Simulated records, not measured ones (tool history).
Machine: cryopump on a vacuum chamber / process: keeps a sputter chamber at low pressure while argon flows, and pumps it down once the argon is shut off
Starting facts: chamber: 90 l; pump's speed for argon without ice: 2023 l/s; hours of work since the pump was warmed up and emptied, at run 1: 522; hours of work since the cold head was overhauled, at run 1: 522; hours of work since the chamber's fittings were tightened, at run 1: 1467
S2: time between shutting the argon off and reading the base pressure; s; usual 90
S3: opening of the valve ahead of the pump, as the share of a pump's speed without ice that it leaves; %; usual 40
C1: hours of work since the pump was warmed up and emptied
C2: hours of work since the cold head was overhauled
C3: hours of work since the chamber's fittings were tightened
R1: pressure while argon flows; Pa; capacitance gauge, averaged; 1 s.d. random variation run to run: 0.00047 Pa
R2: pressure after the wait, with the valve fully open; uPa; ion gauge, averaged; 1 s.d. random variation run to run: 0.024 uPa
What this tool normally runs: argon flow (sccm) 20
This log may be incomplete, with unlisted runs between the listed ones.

Run 1, day 0.000: usual settings; C1 522; C2 522; C3 1467. Result: R1 0.0444 Pa, R2 2.39 uPa.
Run 2, day 0.567: usual settings; C1 534; C2 534; C3 1479. Result: R1 0.0456 Pa, R2 2.44 uPa.
Run 3, day 1.129: usual settings; C1 546; C2 546; C3 1491. Result: R1 0.0441 Pa, R2 2.39 uPa.
Run 4, day 1.496: usual settings; C1 554; C2 554; C3 1498. Result: R1 0.0440 Pa, R2 2.38 uPa.
Run 5, day 1.921: usual settings; C1 563; C2 563; C3 1507. Result: R1 0.0444 Pa, R2 2.41 uPa.
Run 6, day 2.558: usual settings; C1 576; C2 576; C3 1521. Result: R1 0.0448 Pa, R2 2.39 uPa.
Run 7, day 2.962: usual settings; C1 585; C2 585; C3 1530. Result: R1 0.0442 Pa, R2 2.43 uPa.
Run 8, day 3.329: usual settings; C1 593; C2 593; C3 1537. Result: R1 0.0449 Pa, R2 2.42 uPa.
Run 9, day 3.679: usual settings but argon flow (sccm) 17; C1 600; C2 600; C3 1545. Result: R1 0.0375 Pa, R2 2.42 uPa.
Run 10, day 4.321: usual settings but argon flow (sccm) 17; C1 614; C2 614; C3 1558. Result: R1 0.0381 Pa, R2 2.48 uPa.
Run 11, day 4.862: usual settings but argon flow (sccm) 17, S3 49 %; C1 625; C2 625; C3 1570. Result: R1 0.0312 Pa, R2 2.48 uPa.
Run 12, day 5.550: usual settings but argon flow (sccm) 17, S3 49 %; C1 640; C2 640; C3 1584. Result: R1 0.0316 Pa, R2 2.54 uPa.
Run 13, day 6.092: usual settings but argon flow (sccm) 33; C1 651; C2 651; C3 1596. Result: R1 0.0750 Pa, R2 2.56 uPa.
Run 14, day 6.671: usual settings but argon flow (sccm) 33; C1 663; C2 663; C3 1608. Result: R1 0.0741 Pa, R2 2.56 uPa.
Run 15, day 7.204: usual settings but S2 122 s; C1 675; C2 675; C3 1619. Result: R1 0.0455 Pa, R2 2.34 uPa.
Run 16, day 7.558: usual settings but S2 122 s; C1 682; C2 682; C3 1627. Result: R1 0.0450 Pa, R2 2.34 uPa.
Run 17, day 8.233: usual settings but S3 36 %; C1 697; C2 697; C3 1641. Result: R1 0.0497 Pa, R2 2.59 uPa.
Run 18, day 8.738: usual settings but argon flow (sccm) 17, S3 57 %; C1 707; C2 707; C3 1652. Result: R1 0.0282 Pa, R2 2.56 uPa.
Run 19, day 9.104: usual settings but argon flow (sccm) 16, S2 73 s, S3 59 %; C1 715; C2 715; C3 1660. Result: R1 0.0256 Pa, R2 2.85 uPa.
Run 20, day 9.404: usual settings but argon flow (sccm) 27; C1 721; C2 721; C3 1666. Result: R1 0.0614 Pa, R2 2.66 uPa.
Run 21, day 10.046: usual settings but argon flow (sccm) 10, S2 21 s; C1 735; C2 735; C3 1680. Result: R1 0.0231 Pa, R2 4.98 uPa.
Run 22, day 10.538: usual settings but argon flow (sccm) 38, S2 85 s, S3 43 %; C1 745; C2 745; C3 1690. Result: R1 0.0808 Pa, R2 2.67 uPa.
Run 23, day 10.925: usual settings but argon flow (sccm) 13, S2 198 s, S3 30 %; C1 754; C2 754; C3 1698. Result: R1 0.0384 Pa, R2 2.27 uPa.
Run 24, day 11.450: usual settings but S2 98 s, S3 15 %; C1 765; C2 765; C3 1709. Result: R1 0.1158 Pa, R2 2.67 uPa.
Run 25, day 11.850: usual settings but argon flow (sccm) 16, S2 98 s, S3 30 %; C1 773; C2 773; C3 1718. Result: R1 0.0482 Pa, R2 2.73 uPa.
Run 26, day 12.208: usual settings but argon flow (sccm) 28, S2 29 s; C1 781; C2 781; C3 1726. Result: R1 0.0640 Pa, R2 4.28 uPa.
Run 27, day 12.812: usual settings but argon flow (sccm) 12, S2 47 s; C1 794; C2 794; C3 1738. Result: R1 0.0273 Pa, R2 3.43 uPa.
Run 28, day 13.471: usual settings but argon flow (sccm) 12, S2 47 s; C1 808; C2 808; C3 1752. Result: R1 0.0276 Pa, R2 3.51 uPa.
Run 29, day 13.800: usual settings but argon flow (sccm) 15, S2 31 s; C1 814; C2 814; C3 1759. Result: R1 0.0347 Pa, R2 4.16 uPa.
Run 30, day 14.200: usual settings but argon flow (sccm) 15, S2 31 s; C1 823; C2 823; C3 1768. Result: R1 0.0352 Pa, R2 4.12 uPa.
Run 31, day 14.546: usual settings but argon flow (sccm) 15, S2 31 s; C1 830; C2 830; C3 1775. Result: R1 0.0348 Pa, R2 4.18 uPa.
Run 32, day 14.833: usual settings but argon flow (sccm) 16, S2 292 s, S3 41 %; C1 836; C2 836; C3 1781. Result: R1 0.0360 Pa, R2 2.32 uPa.
Run 33, day 15.188: usual settings but argon flow (sccm) 15, S2 163 s; C1 844; C2 844; C3 1789. Result: R1 0.0343 Pa, R2 2.51 uPa.
Run 34, day 15.825: usual settings but argon flow (sccm) 12, S2 72 s, S3 39 %; C1 857; C2 857; C3 1802. Result: R1 0.0282 Pa, R2 2.98 uPa.

Results for each run, recomputed without the tool's hidden state and with each run's random variation untouched:
The hidden state here: pump's speed, % of a pump's without ice; cold plate's temperature, K; leak into the chamber, uPa l/s; drift of the gauge itself on working_pa, %; drift of the gauge itself on base_upa, %.
run      R1    R2
  1  0.0419  0.88
  2  0.0430  0.89
  3  0.0416  0.87
  4  0.0414  0.84
  5  0.0417  0.87
  6  0.0421  0.84
  7  0.0414  0.87
  8  0.0421  0.85
  9  0.0350  0.83
 10  0.0356  0.86
 11  0.0287  0.83
 12  0.0289  0.87
 13  0.0698  0.87
 14  0.0688  0.86
 15  0.0423  0.63
 16  0.0417  0.66
 17  0.0464  0.86
 18  0.0253  0.82
 19  0.0228  1.06
 20  0.0567  0.86
 21  0.0213  3.19
 22  0.0739  0.88
 23  0.0361  0.46
 24  0.1121  0.81
 25  0.0452  0.83
 26  0.0587  2.40
 27  0.0250  1.53
 28  0.0252  1.57
 29  0.0317  2.23
 30  0.0322  2.21
 31  0.0317  2.23
 32  0.0327  0.36
 33  0.0312  0.53
 34  0.0256  1.03
